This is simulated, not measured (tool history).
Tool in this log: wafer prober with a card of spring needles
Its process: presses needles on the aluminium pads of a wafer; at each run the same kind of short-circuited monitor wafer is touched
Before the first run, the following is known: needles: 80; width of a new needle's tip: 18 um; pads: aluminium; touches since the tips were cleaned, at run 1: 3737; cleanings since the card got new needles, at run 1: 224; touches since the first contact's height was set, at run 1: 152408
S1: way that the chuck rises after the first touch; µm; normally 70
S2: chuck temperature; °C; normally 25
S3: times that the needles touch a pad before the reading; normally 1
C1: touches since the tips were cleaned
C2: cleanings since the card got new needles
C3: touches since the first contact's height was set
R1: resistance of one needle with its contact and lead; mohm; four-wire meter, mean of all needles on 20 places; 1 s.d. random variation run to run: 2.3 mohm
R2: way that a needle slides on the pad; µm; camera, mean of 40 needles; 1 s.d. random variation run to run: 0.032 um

run	hour	S1	S2	S3	C1	C2	C3	R1	R2
1	0.0	70	25	1	3737	224	152408	882	14.88
# hour 5.1: tips cleaned on abrasive film
# hour 5.4: height of the first contact set anew
# hour 18.1: tips cleaned on abrasive film
# hour 28.2: tips cleaned on abrasive film
# hour 40.9: tips cleaned on abrasive film
# hour 51.0: tips cleaned on abrasive film
# hour 63.7: tips cleaned on abrasive film
2	67.0	70	25	1	1838	230	33795	731	14.40
# hour 74.6: tips cleaned on abrasive film
# hour 84.8: tips cleaned on abrasive film
# hour 97.4: tips cleaned on abrasive film
# hour 110.1: tips cleaned on abrasive film
# hour 122.8: tips cleaned on abrasive film
3	132.5	70	25	1	5386	235	69749	1043	14.24
# hour 135.1: tips cleaned on abrasive film
# hour 147.8: tips cleaned on abrasive film
# hour 160.4: tips cleaned on abrasive film
# hour 170.6: tips cleaned on abrasive film
# hour 180.7: tips cleaned on abrasive film
# hour 193.4: tips cleaned on abrasive film
4	196.1	70	25	1	1529	241	104625	716	14.16
# hour 204.0: height of the first contact set anew, once more
# hour 204.1: tips cleaned on abrasive film
# hour 214.2: tips cleaned on abrasive film
# hour 224.4: tips cleaned on abrasive film
# hour 237.0: tips cleaned on abrasive film
# hour 247.2: tips cleaned on abrasive film
# hour 259.8: tips cleaned on abrasive film
5	261.1	70	25	1	691	247	31258	487	15.31
# hour 271.2: tips cleaned on abrasive film
# hour 283.9: tips cleaned on abrasive film
# hour 294.0: tips cleaned on abrasive film
6	299.6	70	25	1	3115	250	52435	856	15.26
# hour 304.8: tips cleaned on abrasive film
# hour 317.4: tips cleaned on abrasive film
# hour 327.6: tips cleaned on abrasive film
# hour 340.2: tips cleaned on abrasive film
# hour 350.4: tips cleaned on abrasive film
# hour 363.0: tips cleaned on abrasive film
7	363.7	70	25	1	357	256	87527	421	15.13
# hour 373.8: tips cleaned on abrasive film
# hour 386.5: tips cleaned on abrasive film
# hour 399.1: tips cleaned on abrasive film
# hour 411.8: tips cleaned on abrasive film
# hour 421.9: tips cleaned on abrasive film
# hour 432.1: tips cleaned on abrasive film
8	436.1	70	25	1	2219	262	127261	780	15.00
# hour 443.7: tips cleaned on abrasive film
# hour 456.4: tips cleaned on abrasive film
# hour 466.5: tips cleaned on abrasive film
9	471.0	70	82	1	2474	265	146409	749	14.90
# hour 478.6: tips cleaned on abrasive film
# hour 486.5: height of the first contact set anew
# hour 489.1: tips cleaned on abrasive film
# hour 499.2: tips cleaned on abrasive film
# hour 511.9: tips cleaned on abrasive film
# hour 522.0: tips cleaned on abrasive film
# hour 532.2: tips cleaned on abrasive film
# hour 544.1: tips cleaned on abrasive film
10	544.1	70	82	1	0	272	31538	349	15.31
# hour 554.2: tips cleaned on abrasive film
# hour 566.9: tips cleaned on abrasive film
# hour 577.0: tips cleaned on abrasive film
11	577.9	70	25	2	504	275	50105	387	15.21
# hour 588.1: tips cleaned on abrasive film
# hour 598.2: tips cleaned on abrasive film
# hour 608.4: tips cleaned on abrasive film
# hour 621.0: tips cleaned on abrasive film
# hour 633.7: tips cleaned on abrasive film
# hour 646.3: tips cleaned on abrasive film
12	649.8	70	25	2	1916	281	89536	582	15.15
# hour 657.4: tips cleaned on abrasive film
# hour 667.6: tips cleaned on abrasive film
# hour 677.7: tips cleaned on abrasive film
# hour 687.9: tips cleaned on abrasive film
# hour 698.0: tips cleaned on abrasive film
13	699.2	84	123	3	633	286	116569	348	18.08
# hour 709.3: tips cleaned on abrasive film
# hour 719.5: tips cleaned on abrasive film
# hour 729.6: tips cleaned on abrasive film
# hour 739.7: tips cleaned on abrasive film
# hour 752.4: tips cleaned on abrasive film
# hour 762.5: tips cleaned on abrasive film
14	765.8	56	31	1	1782	292	153089	951	11.86
# hour 771.1: height of the first contact set anew
# hour 773.7: tips cleaned on abrasive film
# hour 783.9: tips cleaned on abrasive film
# hour 794.0: tips cleaned on abrasive film
# hour 804.1: tips cleaned on abrasive film
# hour 816.8: tips cleaned on abrasive film
15	825.4	56	31	1	4733	297	29744	1378	12.27
# hour 828.0: tips cleaned on abrasive film
# hour 838.1: tips cleaned on abrasive film
# hour 850.8: tips cleaned on abrasive film
# hour 860.9: tips cleaned on abrasive film
# hour 873.6: tips cleaned on abrasive film
16	875.1	56	31	1	841	302	56985	796	12.15
# hour 885.2: tips cleaned on abrasive film
# hour 895.4: tips cleaned on abrasive film
# hour 905.5: tips cleaned on abrasive film
17	908.9	56	31	1	1887	305	75546	1128	12.12
# hour 916.6: tips cleaned on abrasive film
# hour 929.2: tips cleaned on abrasive film
# hour 941.9: tips cleaned on abrasive film
# hour 952.0: tips cleaned on abrasive film
# hour 964.0: card fitted with new needles
18	964.3	70	25	2	137	0	137	274	15.48
# hour 974.4: tips cleaned on abrasive film
# hour 984.6: tips cleaned on abrasive film
# hour 997.2: tips cleaned on abrasive film
# hour 1007.4: tips cleaned on abrasive film
# hour 1020.0: tips cleaned on abrasive film
19	1020.6	78	25	2	318	5	31021	290	17.13
# hour 1030.8: tips cleaned on abrasive film
# hour 1040.9: tips cleaned on abrasive film
# hour 1051.0: tips cleaned on abrasive film
# hour 1061.2: tips cleaned on abrasive film
# hour 1073.8: tips cleaned on abrasive film
# hour 1084.0: tips cleaned on abrasive film
20	1090.1	51	100	2	3405	11	69164	595	11.03
# hour 1095.3: tips cleaned on abrasive film
# hour 1105.4: tips cleaned on abrasive film
# hour 1115.6: tips cleaned on abrasive film
# hour 1125.7: tips cleaned on abrasive film
# hour 1138.4: tips cleaned on abrasive film
# hour 1148.5: tips cleaned on abrasive film
21	1157.9	59	100	1	5213	17	106336	732	12.64
# hour 1160.5: tips cleaned on abrasive film
# hour 1170.7: tips cleaned on abrasive film
# hour 1180.8: tips cleaned on abrasive film
# hour 1193.5: tips cleaned on abrasive film
# hour 1203.6: tips cleaned on abrasive film
# hour 1213.8: tips cleaned on abrasive film
22	1219.0	65	46	1	2870	23	139774	617	13.83

What if the next run were any one of these 4? Each begins from the tool's condition after run 22:
# hour 1224.1: tips cleaned on abrasive film
# hour 1236.7: tips cleaned on abrasive film
# hour 1247.1: height of the first contact set anew
# hour 1249.7: tips cleaned on abrasive film
# hour 1259.8: tips cleaned on abrasive film
# hour 1270.0: tips cleaned on abrasive film
A	1270.6	70	34	2	357	28	12862	?	?
# hour 1224.1: tips cleaned on abrasive film
# hour 1236.7: tips cleaned on abrasive film
# hour 1247.1: height of the first contact set anew
# hour 1249.7: tips cleaned on abrasive film
# hour 1259.8: tips cleaned on abrasive film
# hour 1270.0: tips cleaned on abrasive film
B	1270.6	59	25	1	357	28	12862	?	?
# hour 1224.1: tips cleaned on abrasive film
# hour 1236.7: tips cleaned on abrasive film
# hour 1247.1: height of the first contact set anew
# hour 1249.7: tips cleaned on abrasive film
# hour 1259.8: tips cleaned on abrasive film
# hour 1270.0: tips cleaned on abrasive film
C	1270.6	65	56	1	357	28	12862	?	?
# hour 1224.1: tips cleaned on abrasive film
# hour 1236.7: tips cleaned on abrasive film
# hour 1247.1: height of the first contact set anew
# hour 1249.7: tips cleaned on abrasive film
# hour 1259.8: tips cleaned on abrasive film
# hour 1270.0: tips cleaned on abrasive film
D	1270.6	60	76	1	357	28	12862	?	?

run	R1	R2
A	313	15.40
B	379	12.97
C	363	14.26
D	387	13.14
Without the tool's hidden state the same runs would have given:
run	R1	R2
A	262	15.46
B	262	13.04
C	270	14.33
D	281	13.20
